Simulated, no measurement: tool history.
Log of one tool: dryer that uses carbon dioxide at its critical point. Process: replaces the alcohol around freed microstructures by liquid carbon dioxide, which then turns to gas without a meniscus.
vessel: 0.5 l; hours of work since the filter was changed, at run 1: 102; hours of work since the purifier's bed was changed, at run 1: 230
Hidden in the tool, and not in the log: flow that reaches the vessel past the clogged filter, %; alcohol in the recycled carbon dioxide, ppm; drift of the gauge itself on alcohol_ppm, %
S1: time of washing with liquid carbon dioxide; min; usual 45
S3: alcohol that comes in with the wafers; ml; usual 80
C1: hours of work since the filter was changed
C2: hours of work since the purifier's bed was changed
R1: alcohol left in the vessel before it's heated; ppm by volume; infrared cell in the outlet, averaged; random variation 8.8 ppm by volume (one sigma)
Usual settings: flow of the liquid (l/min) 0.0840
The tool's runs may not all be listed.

run 1 hour=0.0 | S1=45 flow_of_the_liquid_(l/min)=0.0840 S3=80 | C1=102 C2=230 | R1=739
run 2 hour=10.7 | S1=45 flow_of_the_liquid_(l/min)=0.1373 S3=80 | C1=109 C2=237 | R1=80
run 3 hour=21.3 | S1=70 flow_of_the_liquid_(l/min)=0.1373 S3=80 | C1=116 C2=244 | R1=53
run 4 hour=32.9 | S1=62 flow_of_the_liquid_(l/min)=0.0840 S3=80 | C1=123 C2=251 | R1=150
run 5 hour=45.0 | S1=62 flow_of_the_liquid_(l/min)=0.0840 S3=80 | C1=131 C2=259 | R1=155
run 6 hour=57.4 | S1=45 flow_of_the_liquid_(l/min)=0.0840 S3=80 | C1=139 C2=267 | R1=842
run 7 hour=69.2 | S1=45 flow_of_the_liquid_(l/min)=0.0840 S3=80 | C1=146 C2=274 | R1=891
run 8 hour=75.9 | S1=45 flow_of_the_liquid_(l/min)=0.0840 S3=117 | C1=151 C2=279 | R1=1262
run 9 hour=81.2 | S1=45 flow_of_the_liquid_(l/min)=0.0840 S3=117 | C1=154 C2=282 | R1=1341
run 10 hour=87.4 | S1=45 flow_of_the_liquid_(l/min)=0.0840 S3=80 | C1=158 C2=286 | R1=906
run 11 hour=93.2 | S1=45 flow_of_the_liquid_(l/min)=0.0840 S3=80 | C1=162 C2=290 | R1=956
run 12 hour=98.4 | S1=45 flow_of_the_liquid_(l/min)=0.0840 S3=80 | C1=165 C2=293 | R1=970
run 13 hour=104.2 | S1=45 flow_of_the_liquid_(l/min)=0.0840 S3=80 | C1=169 C2=297 | R1=946
run 14 hour=113.1 | S1=45 flow_of_the_liquid_(l/min)=0.0840 S3=80 | C1=174 C2=302 | R1=1003
run 15 hour=119.9 | S1=45 flow_of_the_liquid_(l/min)=0.0840 S3=80 | C1=179 C2=307 | R1=999
run 16 hour=130.8 | S1=45 flow_of_the_liquid_(l/min)=0.0840 S3=80 | C1=186 C2=314 | R1=1018
run 17 hour=143.4 | S1=45 flow_of_the_liquid_(l/min)=0.0840 S3=28 | C1=194 C2=322 | R1=398
run 18 hour=153.5 | S1=28 flow_of_the_liquid_(l/min)=0.0840 S3=80 | C1=200 C2=328 | R1=6746
-- hour=160.4 inlet filter changed
run 19 hour=162.7 | S1=42 flow_of_the_liquid_(l/min)=0.0840 S3=80 | C1=1 C2=333 | R1=807
run 20 hour=172.4 | S1=42 flow_of_the_liquid_(l/min)=0.0840 S3=80 | C1=8 C2=339 | R1=797
run 21 hour=183.0 | S1=42 flow_of_the_liquid_(l/min)=0.0840 S3=80 | C1=14 C2=346 | R1=847
run 22 hour=194.9 | S1=45 flow_of_the_liquid_(l/min)=0.0840 S3=80 | C1=22 C2=354 | R1=595
run 23 hour=207.4 | S1=45 flow_of_the_liquid_(l/min)=0.0840 S3=80 | C1=30 C2=362 | R1=613
run 24 hour=219.4 | S1=45 flow_of_the_liquid_(l/min)=0.0840 S3=80 | C1=38 C2=369 | R1=642
run 25 hour=226.4 | S1=63 flow_of_the_liquid_(l/min)=0.1339 S3=80 | C1=42 C2=374 | R1=69
run 26 hour=234.5 | S1=33 flow_of_the_liquid_(l/min)=0.0840 S3=80 | C1=47 C2=379 | R1=2680
run 27 hour=247.3 | S1=65 flow_of_the_liquid_(l/min)=0.1412 S3=100 | C1=55 C2=387 | R1=66
run 28 hour=257.3 | S1=62 flow_of_the_liquid_(l/min)=0.0950 S3=28 | C1=62 C2=394 | R1=91
run 29 hour=262.5 | S1=45 flow_of_the_liquid_(l/min)=0.0840 S3=70 | C1=65 C2=397 | R1=623
run 30 hour=267.9 | S1=34 flow_of_the_liquid_(l/min)=0.0764 S3=80 | C1=68 C2=400 | R1=3459
run 31 hour=275.8 | S1=45 flow_of_the_liquid_(l/min)=0.0807 S3=21 | C1=73 C2=405 | R1=278
run 32 hour=287.2 | S1=56 flow_of_the_liquid_(l/min)=0.0573 S3=21 | C1=81 C2=413 | R1=427
run 33 hour=299.6 | S1=45 flow_of_the_liquid_(l/min)=0.0640 S3=32 | C1=89 C2=420 | R1=1022
run 34 hour=309.0 | S1=52 flow_of_the_liquid_(l/min)=0.0840 S3=80 | C1=95 C2=426 | R1=369
run 35 hour=317.7 | S1=52 flow_of_the_liquid_(l/min)=0.0840 S3=80 | C1=100 C2=432 | R1=379
run 36 hour=323.2 | S1=52 flow_of_the_liquid_(l/min)=0.0840 S3=80 | C1=104 C2=435 | R1=381
run 37 hour=336.1 | S1=52 flow_of_the_liquid_(l/min)=0.0840 S3=80 | C1=112 C2=444 | R1=389
run 38 hour=343.5 | S1=67 flow_of_the_liquid_(l/min)=0.0840 S3=114 | C1=117 C2=448 | R1=156
run 39 hour=349.2 | S1=67 flow_of_the_liquid_(l/min)=0.0840 S3=114 | C1=120 C2=452 | R1=166
run 40 hour=360.2 | S1=55 flow_of_the_liquid_(l/min)=0.0801 S3=114 | C1=127 C2=459 | R1=525
run 41 hour=371.1 | S1=58 flow_of_the_liquid_(l/min)=0.0714 S3=80 | C1=134 C2=466 | R1=537
run 42 hour=380.2 | S1=45 flow_of_the_liquid_(l/min)=0.0513 S3=29 | C1=140 C2=472 | R1=2221
run 43 hour=393.0 | S1=33 flow_of_the_liquid_(l/min)=0.0503 S3=32 | C1=148 C2=480 | R1=6064
run 44 hour=402.8 | S1=33 flow_of_the_liquid_(l/min)=0.0503 S3=32 | C1=154 C2=486 | R1=6090
run 45 hour=413.1 | S1=33 flow_of_the_liquid_(l/min)=0.1294 S3=50 | C1=161 C2=493 | R1=399
run 46 hour=422.5 | S1=32 flow_of_the_liquid_(l/min)=0.1391 S3=25 | C1=167 C2=499 | R1=219
run 47 hour=430.3 | S1=50 flow_of_the_liquid_(l/min)=0.1092 S3=45 | C1=172 C2=504 | R1=144
run 48 hour=438.7 | S1=67 flow_of_the_liquid_(l/min)=0.0535 S3=36 | C1=177 C2=509 | R1=571

3 ways to go on from here, each from the tool as it stands after run 48. What would each give?
run A hour=448.4 | S1=33 flow_of_the_liquid_(l/min)=0.1204 S3=103 | C1=183 C2=515 | R1=?
run B hour=448.4 | S1=27 flow_of_the_liquid_(l/min)=0.0535 S3=36 | C1=183 C2=515 | R1=?
run C hour=448.4 | S1=57 flow_of_the_liquid_(l/min)=0.1361 S3=103 | C1=183 C2=515 | R1=?

run=A R1=1117
run=B R1=9836
run=C R1=104
Without the tool's hidden state the same runs would have given:
run=A R1=523
run=B R1=7532
run=C R1=9

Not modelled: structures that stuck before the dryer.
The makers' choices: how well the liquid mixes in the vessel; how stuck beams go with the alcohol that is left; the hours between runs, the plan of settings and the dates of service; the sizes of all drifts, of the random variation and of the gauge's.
